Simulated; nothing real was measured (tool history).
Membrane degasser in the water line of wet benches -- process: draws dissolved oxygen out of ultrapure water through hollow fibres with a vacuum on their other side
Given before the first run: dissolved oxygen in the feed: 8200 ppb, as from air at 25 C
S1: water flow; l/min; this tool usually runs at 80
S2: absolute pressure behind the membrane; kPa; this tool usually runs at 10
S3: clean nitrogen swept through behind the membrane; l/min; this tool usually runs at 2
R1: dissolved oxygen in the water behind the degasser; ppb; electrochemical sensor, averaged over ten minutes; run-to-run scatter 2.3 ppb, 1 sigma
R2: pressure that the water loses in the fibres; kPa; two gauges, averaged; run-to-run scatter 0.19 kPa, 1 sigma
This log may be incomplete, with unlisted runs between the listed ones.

Run 1, hour 0: usual settings. Result: R1 537.6 ppb, R2 37.67 kPa.
Run 2, hour 221.2: usual settings but S3 1.59 l/min. Result: R1 638.4 ppb, R2 37.83 kPa.
Run 3, hour 489.5: usual settings but S3 1.39 l/min. Result: R1 694.6 ppb, R2 38.07 kPa.
Run 4, hour 729.2: usual settings but S1 110 l/min. Result: R1 697.6 ppb, R2 51.46 kPa.
Run 5, hour 960.9: usual settings. Result: R1 534.6 ppb, R2 37.47 kPa.
Run 6, hour 1199: usual settings. Result: R1 537.1 ppb, R2 37.95 kPa.
Run 7, hour 1371.4: usual settings. Result: R1 539.9 ppb, R2 37.43 kPa.
Run 8, hour 1653.2: usual settings. Result: R1 541.7 ppb, R2 37.6 kPa.
Run 9, hour 1788.6: usual settings. Result: R1 540 ppb, R2 37.9 kPa.
Run 10, hour 1905.5: usual settings. Result: R1 531.6 ppb, R2 37.94 kPa.
Run 11, hour 2118.3: usual settings. Result: R1 539.8 ppb, R2 37.57 kPa.
Run 12, hour 2392.5: usual settings. Result: R1 538.8 ppb, R2 38.01 kPa.
Run 13, hour 2659.3: usual settings. Result: R1 536.9 ppb, R2 37.82 kPa.
Run 14, hour 2901: usual settings. Result: R1 539.3 ppb, R2 37.57 kPa.
Run 15, hour 3048.7: usual settings. Result: R1 542 ppb, R2 37.59 kPa.
Run 16, hour 3239.7: usual settings. Result: R1 539.9 ppb, R2 37.76 kPa.
Run 17, hour 3470.3: usual settings. Result: R1 539.1 ppb, R2 38.06 kPa.
Run 18, hour 3659.6: usual settings but S1 61 l/min, S2 11.8 kPa, S3 3.37 l/min. Result: R1 346.3 ppb, R2 28.54 kPa.
Run 19, hour 3916.3: usual settings but S1 102 l/min, S2 20.6 kPa, S3 1.42 l/min. Result: R1 1829.5 ppb, R2 47.87 kPa.
Run 20, hour 4033.7: usual settings but S1 63 l/min, S2 21.8 kPa, S3 1.42 l/min. Result: R1 1405.5 ppb, R2 29.56 kPa.
Run 21, hour 4288.6: usual settings but S1 94 l/min, S2 22.3 kPa. Result: R1 1511.5 ppb, R2 43.88 kPa.
Run 22, hour 4412.7: usual settings but S1 94 l/min, S2 22.3 kPa. Result: R1 1511.6 ppb, R2 44.24 kPa.
Run 23, hour 4658.4: usual settings but S1 68 l/min, S2 7.6 kPa, S3 1.73 l/min. Result: R1 351.1 ppb, R2 32.12 kPa.
Run 24, hour 4908.6: usual settings but S2 15.4 kPa, S3 5.74 l/min. Result: R1 403.5 ppb, R2 37.63 kPa.
Run 25, hour 5148.2: usual settings but S1 99 l/min, S2 17.9 kPa, S3 5.47 l/min. Result: R1 599.2 ppb, R2 46.35 kPa.
Run 26, hour 5308.8: usual settings but S1 99 l/min, S2 17.9 kPa, S3 5.47 l/min. Result: R1 598.9 ppb, R2 46.93 kPa.
Run 27, hour 5462.6: usual settings but S1 91 l/min, S2 8.9 kPa. Result: R1 512.9 ppb, R2 42.9 kPa.
Run 28, hour 5605: usual settings but S1 91 l/min, S2 8.9 kPa. Result: R1 517.7 ppb, R2 42.72 kPa.
Run 29, hour 5849.2: usual settings but S1 93 l/min, S3 4.7 l/min. Result: R1 324.3 ppb, R2 43.86 kPa.
Run 30, hour 6125.8: usual settings but S1 124 l/min, S2 14.4 kPa, S3 1.4 l/min. Result: R1 1466.3 ppb, R2 58.29 kPa.
Run 31, hour 6245.6: usual settings but S1 124 l/min, S2 14.4 kPa, S3 1.4 l/min. Result: R1 1472.6 ppb, R2 58.35 kPa.
Run 32, hour 6399.6: usual settings but S1 54 l/min, S3 0.88 l/min. Result: R1 712.2 ppb, R2 25.19 kPa.
Run 33, hour 6565.9: usual settings but S1 54 l/min, S3 0.88 l/min. Result: R1 715.7 ppb, R2 25.41 kPa.

Put back what was entered between runs (2 entries, withheld): which listed runs does each sit between, and how does the hidden state differ from the listed run before to the listed run after?
Run 29 -> run 30: seals of the vacuum lines changed (hour 5976.5)
  air that leaks in behind the membrane, l/min: 0.0024 -> 0.002
Run 30 -> run 31: vacuum gauge calibrated (hour 6239.3)
  true pressure behind the membrane over the reading, kPa: 0.01 -> 0

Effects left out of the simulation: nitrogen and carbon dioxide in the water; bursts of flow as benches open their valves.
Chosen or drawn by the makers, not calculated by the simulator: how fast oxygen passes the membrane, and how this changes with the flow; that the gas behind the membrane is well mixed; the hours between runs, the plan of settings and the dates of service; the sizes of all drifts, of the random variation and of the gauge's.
